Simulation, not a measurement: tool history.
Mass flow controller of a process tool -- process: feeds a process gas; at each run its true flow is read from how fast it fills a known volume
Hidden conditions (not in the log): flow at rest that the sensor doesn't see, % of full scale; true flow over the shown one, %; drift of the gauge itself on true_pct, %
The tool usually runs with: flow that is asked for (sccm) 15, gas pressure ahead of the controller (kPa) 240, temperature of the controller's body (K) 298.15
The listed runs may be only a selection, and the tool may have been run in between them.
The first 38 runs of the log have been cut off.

run    hour  flow that is asked for (sccm)  gas pressure ahead of the controller (kPa)  temperature of the controller's body (K)  hours of work since the controller was set to zero  hours of work since the controller was changed  true flow (%)
 39  5394.7                             48                                         217                                    293.15                                                 849                                             849         100.33
 40  5506.6                             15                                         152                                    309.15                                                 889                                             889          96.77
 41  5655.8                             22                                         146                                    309.15                                                 942                                             942           97.3
 42  5788.3                             25                                         240                                    309.15                                                 988                                             988          97.72
 43    5898                             20                                         151                                    298.15                                                1027                                            1027          98.14
 44  6009.6                             40                                         180                                    295.15                                                1066                                            1066          99.62
 45  6135.3                             15                                         172                                    298.15                                                1111                                            1111          97.93
 46    6315                              7                                         172                                    298.15                                                1174                                            1174          97.28
 47  6465.5                             15                                         240                                    301.15                                                1227                                            1227           97.7
 48  6604.6                             15                                         240                                    301.15                                                1276                                            1276          97.64
 49  6757.9                             40                                         213                                    298.15                                                1330                                            1330          99.38

Here are 3 independent what-if runs from the current tool condition. What would each one return?
  A  6913.2                             11                                         213                                    298.15                                                1385                                            1385              ?
  B  6913.2                             40                                         213                                    295.15                                                1385                                            1385              ?
  C  6913.2                             31                                         213                                    298.15                                                1385                                            1385              ?

run  true flow (%)
  A           97.6
  B          99.61
  C          98.77
The same runs, with their run-to-run variation unchanged, on a tool lacking any hidden condition would have given:
run  true flow (%)
  A           97.6
  B          99.61
  C          98.77
